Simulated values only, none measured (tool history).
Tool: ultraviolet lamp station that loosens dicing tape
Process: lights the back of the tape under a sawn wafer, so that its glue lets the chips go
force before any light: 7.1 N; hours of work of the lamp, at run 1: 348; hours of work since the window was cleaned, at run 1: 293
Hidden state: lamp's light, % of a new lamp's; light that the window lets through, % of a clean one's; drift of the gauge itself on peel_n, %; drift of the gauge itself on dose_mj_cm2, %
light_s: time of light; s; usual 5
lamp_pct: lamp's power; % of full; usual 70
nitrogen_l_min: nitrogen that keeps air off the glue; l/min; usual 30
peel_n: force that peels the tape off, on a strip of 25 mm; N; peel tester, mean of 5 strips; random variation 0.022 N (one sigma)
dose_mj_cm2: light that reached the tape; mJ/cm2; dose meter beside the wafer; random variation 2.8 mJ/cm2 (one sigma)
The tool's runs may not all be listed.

| run | hour | light_s | lamp_pct | nitrogen_l_min | hours of work of the lamp | hours of work since the window was cleaned | peel_n | dose_mj_cm2 |
|---|---|---|---|---|---|---|---|---|
| 1 | 0.0 | 5 | 70 | 30 | 348 | 293 | 1.345 | 333 |
| 2 | 41.7 | 5 | 70 | 30 | 371 | 317 | 1.405 | 324 |
| 3 | 62.2 | 5 | 70 | 30 | 382 | 328 | 1.478 | 328 |
| 4 | 106.0 | 5 | 70 | 30 | 406 | 352 | 1.451 | 322 |
| 5 | 133.7 | 5 | 70 | 28 | 422 | 368 | 1.478 | 320 |
|  | 149.9 | window cleaned of glue's vapour |
| 6 | 181.5 | 5 | 70 | 28 | 448 | 18 | 1.313 | 349 |
| 7 | 219.2 | 5 | 70 | 28 | 469 | 38 | 1.343 | 347 |
| 8 | 260.1 | 5 | 70 | 13 | 492 | 61 | 2.100 | 341 |
| 9 | 282.6 | 5 | 70 | 13 | 504 | 74 | 2.060 | 344 |
| 10 | 317.1 | 5 | 70 | 13 | 524 | 93 | 2.126 | 337 |
| 11 | 355.0 | 5 | 70 | 13 | 545 | 114 | 2.214 | 334 |
| 12 | 390.8 | 5 | 90 | 30 | 565 | 134 | 0.930 | 422 |
| 13 | 430.5 | 5 | 90 | 30 | 587 | 156 | 0.986 | 418 |
| 14 | 458.8 | 3 | 79 | 30 | 602 | 172 | 2.242 | 222 |
| 15 | 492.8 | 9 | 71 | 39 | 621 | 191 | 0.416 | 587 |
| 16 | 515.3 | 4 | 78 | 48 | 634 | 203 | 1.358 | 286 |
| 17 | 554.1 | 9 | 64 | 48 | 655 | 225 | 0.461 | 521 |
| 18 | 582.8 | 9 | 64 | 48 | 671 | 241 | 0.476 | 518 |
| 19 | 610.0 | 9 | 64 | 15 | 686 | 256 | 1.069 | 514 |
| 20 | 633.6 | 3 | 70 | 34 | 700 | 269 | 2.653 | 184 |
| 21 | 675.7 | 3 | 60 | 34 | 723 | 292 | 2.998 | 159 |
| 22 | 702.2 | 3 | 60 | 34 | 738 | 307 | 3.033 | 157 |
| 23 | 738.3 | 3 | 60 | 34 | 758 | 327 | 3.141 | 157 |
| 24 | 773.1 | 7 | 60 | 59 | 777 | 346 | 0.790 | 353 |
| 25 | 814.2 | 2 | 85 | 38 | 800 | 369 | 3.105 | 144 |

Forecast each of these 3 alternatives for the next run:
|  | 829.7 | window cleaned of glue's vapour |
| A | 850.8 | 5 | 70 | 53 | 820 | 12 | ? | ? |
|  | 829.7 | window cleaned of glue's vapour |
| B | 850.8 | 8 | 70 | 14 | 820 | 12 | ? | ? |
|  | 829.7 | window cleaned of glue's vapour |
| C | 850.8 | 4 | 73 | 30 | 820 | 12 | ? | ? |

| run | peel_n | dose_mj_cm2 |
|---|---|---|
| A | 1.047 | 323 |
| B | 1.149 | 512 |
| C | 1.840 | 270 |
Without the tool's hidden state the same runs would have given:
| run | peel_n | dose_mj_cm2 |
|---|---|---|
| A | 0.750 | 390 |
| B | 0.833 | 619 |
| C | 1.420 | 326 |

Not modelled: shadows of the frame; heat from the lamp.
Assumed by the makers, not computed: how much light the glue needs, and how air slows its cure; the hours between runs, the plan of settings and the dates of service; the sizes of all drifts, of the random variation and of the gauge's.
